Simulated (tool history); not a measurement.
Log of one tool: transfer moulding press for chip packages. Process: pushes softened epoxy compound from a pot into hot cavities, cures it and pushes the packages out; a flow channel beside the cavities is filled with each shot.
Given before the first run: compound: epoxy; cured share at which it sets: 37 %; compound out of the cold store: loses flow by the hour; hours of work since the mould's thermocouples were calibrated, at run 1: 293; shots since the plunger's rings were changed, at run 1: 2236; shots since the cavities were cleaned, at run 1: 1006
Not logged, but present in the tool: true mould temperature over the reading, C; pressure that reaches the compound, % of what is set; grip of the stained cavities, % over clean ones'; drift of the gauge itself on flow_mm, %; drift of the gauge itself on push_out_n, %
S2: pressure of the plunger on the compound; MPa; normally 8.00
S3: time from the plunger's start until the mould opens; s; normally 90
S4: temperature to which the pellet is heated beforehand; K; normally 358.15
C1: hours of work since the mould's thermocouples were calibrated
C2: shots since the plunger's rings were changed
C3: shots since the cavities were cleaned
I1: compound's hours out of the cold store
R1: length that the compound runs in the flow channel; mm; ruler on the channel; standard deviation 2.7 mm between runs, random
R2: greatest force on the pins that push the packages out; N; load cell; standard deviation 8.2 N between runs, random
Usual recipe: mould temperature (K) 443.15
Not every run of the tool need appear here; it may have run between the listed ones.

{"run": 1, "hour": 0.0, "mould temperature (K)": 443.15, "S2": 8.0, "S3": 90, "S4": 358.15, "C1": 293, "C2": 2236, "C3": 1006, "I1": 19.6, "R1": 824, "R2": 364}
{"run": 2, "hour": 8.2, "mould temperature (K)": 443.15, "S2": 8.0, "S3": 90, "S4": 362.15, "C1": 298, "C2": 2335, "C3": 1105, "I1": 19.5, "R1": 822, "R2": 346}
{"hour": 13.8, "done": "cavities cleaned with cleaning compound and waxed"}
{"run": 3, "hour": 24.1, "mould temperature (K)": 443.15, "S2": 7.11, "S3": 90, "S4": 358.15, "C1": 307, "C2": 2509, "C3": 124, "I1": 46.3, "R1": 664, "R2": 324}
{"hour": 37.1, "done": "plunger's sealing rings changed"}
{"run": 4, "hour": 39.3, "mould temperature (K)": 443.15, "S2": 7.11, "S3": 90, "S4": 358.15, "C1": 314, "C2": 28, "C3": 279, "I1": 24.7, "R1": 752, "R2": 351}
{"run": 5, "hour": 51.6, "mould temperature (K)": 443.15, "S2": 7.11, "S3": 90, "S4": 358.15, "C1": 322, "C2": 176, "C3": 427, "I1": 32.9, "R1": 719, "R2": 335}
{"run": 6, "hour": 60.0, "mould temperature (K)": 443.15, "S2": 7.96, "S3": 90, "S4": 358.15, "C1": 327, "C2": 278, "C3": 529, "I1": 12.3, "R1": 858, "R2": 348}
{"run": 7, "hour": 72.1, "mould temperature (K)": 443.15, "S2": 8.0, "S3": 111, "S4": 358.15, "C1": 334, "C2": 424, "C3": 675, "I1": 25.6, "R1": 792, "R2": 304}
{"run": 8, "hour": 82.8, "mould temperature (K)": 443.15, "S2": 8.0, "S3": 90, "S4": 358.15, "C1": 340, "C2": 554, "C3": 805, "I1": 9.5, "R1": 868, "R2": 358}
{"run": 9, "hour": 90.9, "mould temperature (K)": 441.15, "S2": 8.0, "S3": 90, "S4": 358.15, "C1": 345, "C2": 652, "C3": 903, "I1": 23.9, "R1": 805, "R2": 366}
{"run": 10, "hour": 98.6, "mould temperature (K)": 443.15, "S2": 8.0, "S3": 90, "S4": 358.15, "C1": 349, "C2": 745, "C3": 996, "I1": 35.5, "R1": 750, "R2": 338}
{"run": 11, "hour": 109.8, "mould temperature (K)": 437.15, "S2": 8.0, "S3": 90, "S4": 358.15, "C1": 356, "C2": 880, "C3": 1131, "I1": 42.9, "R1": 730, "R2": 462}
{"hour": 113.9, "done": "cavities cleaned with cleaning compound and waxed"}
{"run": 12, "hour": 122.6, "mould temperature (K)": 443.15, "S2": 9.42, "S3": 90, "S4": 358.15, "C1": 363, "C2": 1016, "C3": 105, "I1": 20.2, "R1": 888, "R2": 366}
{"run": 13, "hour": 132.7, "mould temperature (K)": 443.15, "S2": 9.42, "S3": 90, "S4": 358.15, "C1": 369, "C2": 1139, "C3": 228, "I1": 29.6, "R1": 841, "R2": 343}
{"run": 14, "hour": 139.4, "mould temperature (K)": 446.15, "S2": 8.0, "S3": 90, "S4": 358.15, "C1": 373, "C2": 1220, "C3": 309, "I1": 9.9, "R1": 866, "R2": 327}
{"run": 15, "hour": 154.6, "mould temperature (K)": 448.15, "S2": 8.0, "S3": 74, "S4": 358.15, "C1": 382, "C2": 1403, "C3": 492, "I1": 42.5, "R1": 711, "R2": 372}
{"run": 16, "hour": 169.0, "mould temperature (K)": 440.15, "S2": 7.45, "S3": 71, "S4": 367.15, "C1": 390, "C2": 1578, "C3": 667, "I1": 34.1, "R1": 730, "R2": 648}
{"run": 17, "hour": 180.8, "mould temperature (K)": 440.15, "S2": 7.45, "S3": 71, "S4": 367.15, "C1": 397, "C2": 1721, "C3": 810, "I1": 44.6, "R1": 688, "R2": 594}
{"run": 18, "hour": 190.9, "mould temperature (K)": 441.15, "S2": 6.72, "S3": 71, "S4": 367.15, "C1": 403, "C2": 1843, "C3": 932, "I1": 14.1, "R1": 783, "R2": 667}
{"run": 19, "hour": 199.3, "mould temperature (K)": 441.15, "S2": 7.77, "S3": 123, "S4": 367.15, "C1": 408, "C2": 1944, "C3": 1033, "I1": 17.1, "R1": 824, "R2": 311}
{"run": 20, "hour": 206.8, "mould temperature (K)": 447.15, "S2": 7.17, "S3": 123, "S4": 367.15, "C1": 412, "C2": 2034, "C3": 1123, "I1": 16.0, "R1": 788, "R2": 297}
{"hour": 210.7, "done": "cavities cleaned with cleaning compound and waxed"}
{"run": 21, "hour": 218.6, "mould temperature (K)": 448.15, "S2": 7.35, "S3": 117, "S4": 362.15, "C1": 419, "C2": 2159, "C3": 95, "I1": 26.0, "R1": 747, "R2": 276}
{"run": 22, "hour": 226.8, "mould temperature (K)": 443.15, "S2": 8.0, "S3": 88, "S4": 349.15, "C1": 423, "C2": 2259, "C3": 195, "I1": 32.2, "R1": 762, "R2": 346}
{"run": 23, "hour": 234.6, "mould temperature (K)": 443.15, "S2": 7.14, "S3": 90, "S4": 349.15, "C1": 428, "C2": 2353, "C3": 289, "I1": 33.9, "R1": 717, "R2": 352}
{"run": 24, "hour": 250.0, "mould temperature (K)": 443.15, "S2": 7.02, "S3": 90, "S4": 356.15, "C1": 437, "C2": 2539, "C3": 475, "I1": 32.1, "R1": 715, "R2": 361}
{"hour": 261.2, "done": "plunger's sealing rings changed"}
{"run": 25, "hour": 263.6, "mould temperature (K)": 443.15, "S2": 7.02, "S3": 113, "S4": 353.15, "C1": 444, "C2": 28, "C3": 609, "I1": 36.8, "R1": 694, "R2": 303}
{"run": 26, "hour": 271.5, "mould temperature (K)": 441.15, "S2": 8.0, "S3": 90, "S4": 363.15, "C1": 448, "C2": 124, "C3": 705, "I1": 44.0, "R1": 718, "R2": 365}
{"run": 27, "hour": 284.2, "mould temperature (K)": 443.15, "S2": 7.09, "S3": 90, "S4": 358.15, "C1": 456, "C2": 278, "C3": 859, "I1": 47.7, "R1": 657, "R2": 350}
{"run": 28, "hour": 294.2, "mould temperature (K)": 447.15, "S2": 9.91, "S3": 90, "S4": 365.15, "C1": 462, "C2": 398, "C3": 979, "I1": 26.5, "R1": 868, "R2": 317}

Branching from run 28: 4 alternative next runs. What would each branch give?
{"run": "A", "hour": 303.2, "mould temperature (K)": 447.15, "S2": 9.91, "S3": 125, "S4": 362.15, "C1": 467, "C2": 507, "C3": 1088, "I1": 35.6, "R1": "?", "R2": "?"}
{"run": "B", "hour": 303.2, "mould temperature (K)": 449.15, "S2": 7.48, "S3": 90, "S4": 358.15, "C1": 467, "C2": 507, "C3": 1088, "I1": 41.3, "R1": "?", "R2": "?"}
{"run": "C", "hour": 303.2, "mould temperature (K)": 447.15, "S2": 9.91, "S3": 87, "S4": 360.15, "C1": 467, "C2": 507, "C3": 1088, "I1": 32.0, "R1": "?", "R2": "?"}
{"run": "D", "hour": 303.2, "mould temperature (K)": 443.15, "S2": 8.96, "S3": 70, "S4": 358.15, "C1": 467, "C2": 507, "C3": 1088, "I1": 44.9, "R1": "?", "R2": "?"}

run=A R1=828 R2=298
run=B R1=691 R2=299
run=C R1=846 R2=318
run=D R1=753 R2=544
Without the tool's hidden state the same runs would have given:
run=A R1=828 R2=295
run=B R1=691 R2=295
run=C R1=846 R2=315
run=D R1=753 R2=538
